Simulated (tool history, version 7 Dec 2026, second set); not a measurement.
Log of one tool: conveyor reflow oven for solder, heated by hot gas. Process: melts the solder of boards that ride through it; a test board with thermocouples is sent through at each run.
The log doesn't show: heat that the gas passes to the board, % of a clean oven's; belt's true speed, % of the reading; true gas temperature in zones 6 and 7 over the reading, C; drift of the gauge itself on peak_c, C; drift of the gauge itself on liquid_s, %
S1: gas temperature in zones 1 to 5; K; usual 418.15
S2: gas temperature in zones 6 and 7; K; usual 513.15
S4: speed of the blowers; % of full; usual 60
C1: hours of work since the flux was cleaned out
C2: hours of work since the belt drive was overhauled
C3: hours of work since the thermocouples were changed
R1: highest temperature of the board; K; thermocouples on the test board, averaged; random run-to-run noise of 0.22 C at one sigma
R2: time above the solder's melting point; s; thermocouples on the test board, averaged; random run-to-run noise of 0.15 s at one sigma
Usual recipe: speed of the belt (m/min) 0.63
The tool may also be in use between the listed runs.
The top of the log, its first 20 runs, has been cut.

run 21 hour=537.3 | S1=426.15 S2=513.15 speed_of_the_belt_(m/min)=0.669 S4=70 | C1=140 C2=304 C3=359 | R1=497.05 R2=63.3
run 22 hour=561 | S1=414.15 S2=507.15 speed_of_the_belt_(m/min)=0.525 S4=52 | C1=152 C2=316 C3=371 | R1=492.75 R2=72
run 23 hour=578.6 | S1=403.15 S2=508.15 speed_of_the_belt_(m/min)=0.676 S4=75 | C1=161 C2=325 C3=380 | R1=489.75 R2=49.8
run 24 hour=595.2 | S1=408.15 S2=523.15 speed_of_the_belt_(m/min)=0.731 S4=79 | C1=169 C2=333 C3=388 | R1=501.55 R2=54.2
run 25 hour=622.1 | S1=408.15 S2=523.15 speed_of_the_belt_(m/min)=0.731 S4=79 | C1=183 C2=347 C3=402 | R1=501.25 R2=54.3
run 26 hour=641.3 | S1=408.15 S2=523.15 speed_of_the_belt_(m/min)=0.731 S4=79 | C1=193 C2=357 C3=411 | R1=501.25 R2=54.5
run 27 hour=675.2 | S1=432.15 S2=513.15 speed_of_the_belt_(m/min)=0.512 S4=60 | C1=210 C2=374 C3=428 | R1=502.85 R2=90.7
run 28 hour=701.7 | S1=421.15 S2=513.15 speed_of_the_belt_(m/min)=0.574 S4=68 | C1=223 C2=387 C3=442 | R1=499.95 R2=74.2
run 29 hour=734.4 | S1=421.15 S2=515.15 speed_of_the_belt_(m/min)=0.574 S4=68 | C1=240 C2=404 C3=458 | R1=502.35 R2=75
run 30 hour=769.1 | S1=418.15 S2=504.15 speed_of_the_belt_(m/min)=0.607 S4=60 | C1=257 C2=421 C3=476 | R1=488.45 R2=60.6

Run 31 comes next. What will it give?
run 31 hour=808 | S1=418.15 S2=513.15 speed_of_the_belt_(m/min)=0.665 S4=54 | C1=277 C2=441 C3=495 | R1=? R2=?

Run 31 produced R1 491.15 K, R2 56 s.
Without the tool's hidden state the same run would have given R1 491.15 K, R2 56 s.
